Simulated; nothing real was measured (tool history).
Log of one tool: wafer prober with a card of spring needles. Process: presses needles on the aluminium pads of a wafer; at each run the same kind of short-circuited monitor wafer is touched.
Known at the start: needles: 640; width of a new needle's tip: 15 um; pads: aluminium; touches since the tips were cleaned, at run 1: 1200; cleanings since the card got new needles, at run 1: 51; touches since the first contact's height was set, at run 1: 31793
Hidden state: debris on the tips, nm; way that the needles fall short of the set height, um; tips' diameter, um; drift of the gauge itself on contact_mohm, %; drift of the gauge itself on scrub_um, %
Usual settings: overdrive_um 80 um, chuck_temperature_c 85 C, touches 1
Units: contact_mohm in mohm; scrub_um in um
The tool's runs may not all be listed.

run,hour,overdrive_um,chuck_temperature_c,touches,touches since the tips were cleaned,cleanings since the card got new needles,touches since the first contact's height was set,contact_mohm,scrub_um
1,0,80,85,1,1200,51,31793,170,9.86
# hour 5.3: tips cleaned on abrasive film
# hour 12.3: tips cleaned on abrasive film
# hour 21: tips cleaned on abrasive film
# hour 28: tips cleaned on abrasive film
# hour 36.7: tips cleaned on abrasive film
# hour 45.4: tips cleaned on abrasive film
2,46.9,80,85,1,623,57,50914,162,9.7
# hour 53.9: tips cleaned on abrasive film
# hour 60.9: tips cleaned on abrasive film
# hour 67.9: tips cleaned on abrasive film
# hour 76.6: tips cleaned on abrasive film
# hour 83.6: tips cleaned on abrasive film
# hour 90.6: tips cleaned on abrasive film
# hour 97.6: tips cleaned on abrasive film
# hour 106.3: tips cleaned on abrasive film
# hour 113.3: tips cleaned on abrasive film
# hour 120.3: tips cleaned on abrasive film
3,123.8,80,85,1,1450,67,82245,181,9.62
# hour 127.4: tips cleaned on abrasive film
# hour 134.4: tips cleaned on abrasive film
# hour 141.4: tips cleaned on abrasive film
# hour 150.1: tips cleaned on abrasive film
# hour 158.8: tips cleaned on abrasive film
# hour 165.8: tips cleaned on abrasive film
# hour 172.8: tips cleaned on abrasive film
# hour 179.8: tips cleaned on abrasive film
# hour 188.5: tips cleaned on abrasive film
# hour 195.5: tips cleaned on abrasive film
4,200.3,66,85,1,1950,77,113368,221,7.73
# hour 203.8: tips cleaned on abrasive film
# hour 210.8: tips cleaned on abrasive film
# hour 217.8: tips cleaned on abrasive film
# hour 224.8: tips cleaned on abrasive film
# hour 233.5: tips cleaned on abrasive film
# hour 239: height of the first contact set anew
# hour 240.8: tips cleaned on abrasive film
# hour 249.5: tips cleaned on abrasive film
# hour 258.2: tips cleaned on abrasive film
5,259.4,80,85,2,484,85,8311,153,9.08
# hour 266.4: tips cleaned on abrasive film
# hour 275.1: tips cleaned on abrasive film
# hour 282.1: tips cleaned on abrasive film
# hour 289.1: tips cleaned on abrasive film
# hour 296.1: tips cleaned on abrasive film
# hour 303.1: tips cleaned on abrasive film
# hour 311.8: tips cleaned on abrasive film
# hour 318.8: tips cleaned on abrasive film
# hour 327.5: tips cleaned on abrasive film
# hour 334.5: tips cleaned on abrasive film
# hour 343.3: tips cleaned on abrasive film
# hour 352: tips cleaned on abrasive film
6,358.1,63,85,1,2523,97,48541,263,6.76
# hour 359.9: tips cleaned on abrasive film
# hour 366.9: tips cleaned on abrasive film
# hour 375.6: tips cleaned on abrasive film
# hour 384.3: tips cleaned on abrasive film
# hour 391.3: tips cleaned on abrasive film
# hour 398.3: tips cleaned on abrasive film
# hour 407.1: tips cleaned on abrasive film
# hour 415.8: tips cleaned on abrasive film
# hour 422.8: tips cleaned on abrasive film
7,423.3,80,85,1,224,106,75090,155,8.83
# hour 430.3: tips cleaned on abrasive film
# hour 437.3: tips cleaned on abrasive film
# hour 444.3: tips cleaned on abrasive film
# hour 451.3: tips cleaned on abrasive film
# hour 460: tips cleaned on abrasive film
# hour 467: tips cleaned on abrasive film
# hour 474: tips cleaned on abrasive film
# hour 481: tips cleaned on abrasive film
8,486.7,80,38,1,2329,114,100898,223,8.67
# hour 488.5: tips cleaned on abrasive film
# hour 497.2: tips cleaned on abrasive film
# hour 504.4: height of the first contact set anew, once more
# hour 504.5: tips cleaned on abrasive film
# hour 513.2: tips cleaned on abrasive film
# hour 521.9: tips cleaned on abrasive film
# hour 528.9: tips cleaned on abrasive film
# hour 537.6: tips cleaned on abrasive film
# hour 546.4: tips cleaned on abrasive film
9,547.3,97,85,1,384,122,17458,146,12.05
# hour 554.3: tips cleaned on abrasive film
# hour 561.3: tips cleaned on abrasive film
# hour 568.3: tips cleaned on abrasive film
# hour 577: tips cleaned on abrasive film
# hour 585.7: tips cleaned on abrasive film
# hour 592.7: tips cleaned on abrasive film
# hour 599.7: tips cleaned on abrasive film
# hour 606.7: tips cleaned on abrasive film
# hour 615.4: tips cleaned on abrasive film
# hour 622.4: tips cleaned on abrasive film
# hour 629.4: tips cleaned on abrasive film
# hour 636.4: tips cleaned on abrasive film
10,641.5,80,98,2,2097,134,55839,183,9.71
# hour 645: tips cleaned on abrasive film
# hour 652: tips cleaned on abrasive film
# hour 659: tips cleaned on abrasive film
# hour 666: tips cleaned on abrasive film
# hour 674.7: tips cleaned on abrasive film
# hour 683.5: tips cleaned on abrasive film
11,690.1,64,85,2,2723,140,75638,222,7.6
# hour 691.9: tips cleaned on abrasive film
# hour 700.6: tips cleaned on abrasive film
# hour 707.6: tips cleaned on abrasive film
# hour 716.3: tips cleaned on abrasive film
# hour 723.3: tips cleaned on abrasive film
# hour 730.3: tips cleaned on abrasive film
# hour 737.3: tips cleaned on abrasive film
12,742,64,94,3,1948,147,96796,188,7.53
# hour 745.6: tips cleaned on abrasive film
# hour 752.6: tips cleaned on abrasive film
# hour 761.3: tips cleaned on abrasive film
# hour 770: tips cleaned on abrasive film
# hour 778.7: tips cleaned on abrasive film
# hour 785.7: tips cleaned on abrasive film
13,789,94,85,2,1345,153,115928,165,11.23
# hour 794.3: tips cleaned on abrasive film
# hour 801.3: tips cleaned on abrasive film
# hour 810: tips cleaned on abrasive film
# hour 818.7: tips cleaned on abrasive film
# hour 820.7: height of the first contact set anew
# hour 827.7: tips cleaned on abrasive film
# hour 836.4: tips cleaned on abrasive film
# hour 843.4: tips cleaned on abrasive film
# hour 850.4: tips cleaned on abrasive film
# hour 859.1: tips cleaned on abrasive film
# hour 867.9: tips cleaned on abrasive film
14,874.6,64,119,1,2786,163,21995,270,7.9
# hour 876.4: tips cleaned on abrasive film
# hour 883.4: tips cleaned on abrasive film
# hour 890.4: tips cleaned on abrasive film
# hour 897.4: tips cleaned on abrasive film
# hour 904.4: tips cleaned on abrasive film
# hour 913.1: tips cleaned on abrasive film
# hour 920.1: tips cleaned on abrasive film
# hour 927.1: tips cleaned on abrasive film
# hour 935.8: tips cleaned on abrasive film
# hour 942.8: tips cleaned on abrasive film
15,947.4,72,94,2,1899,173,51641,196,8.72
# hour 951: tips cleaned on abrasive film
# hour 958: tips cleaned on abrasive film
# hour 965: tips cleaned on abrasive film
# hour 973.7: tips cleaned on abrasive film
# hour 980.7: tips cleaned on abrasive film
# hour 987.7: tips cleaned on abrasive film
16,992.3,72,36,2,1922,179,69927,194,8.69
# hour 995.9: tips cleaned on abrasive film
# hour 1002.9: tips cleaned on abrasive film
# hour 1009.9: tips cleaned on abrasive film
# hour 1016.9: tips cleaned on abrasive film
# hour 1023.9: tips cleaned on abrasive film
# hour 1030.9: tips cleaned on abrasive film
# hour 1039.6: tips cleaned on abrasive film
17,1040.7,99,85,1,455,186,89591,154,11.94
# hour 1047.7: tips cleaned on abrasive film
# hour 1054.7: tips cleaned on abrasive film
# hour 1063.4: tips cleaned on abrasive film
# hour 1070.4: tips cleaned on abrasive film
# hour 1079.1: tips cleaned on abrasive film
# hour 1087.8: tips cleaned on abrasive film
# hour 1096.6: tips cleaned on abrasive film
18,1097.3,71,85,2,295,193,112653,163,8.38

Forecast each of these 3 alternatives for the next run:
# hour 1104.3: tips cleaned on abrasive film
# hour 1113: tips cleaned on abrasive film
# hour 1121.7: tips cleaned on abrasive film
# hour 1128.7: tips cleaned on abrasive film
# hour 1137.4: tips cleaned on abrasive film
# hour 1137.7: height of the first contact set anew
# hour 1146.4: tips cleaned on abrasive film
# hour 1155.2: tips cleaned on abrasive film
# hour 1163.9: tips cleaned on abrasive film
# hour 1172.6: tips cleaned on abrasive film
# hour 1179.6: tips cleaned on abrasive film
A,1185.9,71,42,2,2602,203,19677,?,?
# hour 1104.3: tips cleaned on abrasive film
# hour 1113: tips cleaned on abrasive film
# hour 1121.7: tips cleaned on abrasive film
# hour 1128.7: tips cleaned on abrasive film
# hour 1137.4: tips cleaned on abrasive film
# hour 1137.7: height of the first contact set anew
# hour 1146.4: tips cleaned on abrasive film
# hour 1155.2: tips cleaned on abrasive film
# hour 1163.9: tips cleaned on abrasive film
# hour 1172.6: tips cleaned on abrasive film
# hour 1179.6: tips cleaned on abrasive film
B,1185.9,90,32,2,2602,203,19677,?,?
# hour 1104.3: tips cleaned on abrasive film
# hour 1113: tips cleaned on abrasive film
# hour 1121.7: tips cleaned on abrasive film
# hour 1128.7: tips cleaned on abrasive film
# hour 1137.4: tips cleaned on abrasive film
# hour 1137.7: height of the first contact set anew
# hour 1146.4: tips cleaned on abrasive film
# hour 1155.2: tips cleaned on abrasive film
# hour 1163.9: tips cleaned on abrasive film
# hour 1172.6: tips cleaned on abrasive film
# hour 1179.6: tips cleaned on abrasive film
C,1185.9,62,66,1,2602,203,19677,?,?

run,contact_mohm,scrub_um
A,204,8.78
B,171,11.18
C,286,7.65
Without the tool's hidden state the same runs would have given:
run,contact_mohm,scrub_um
A,126,8.85
B,119,11.25
C,133,7.73
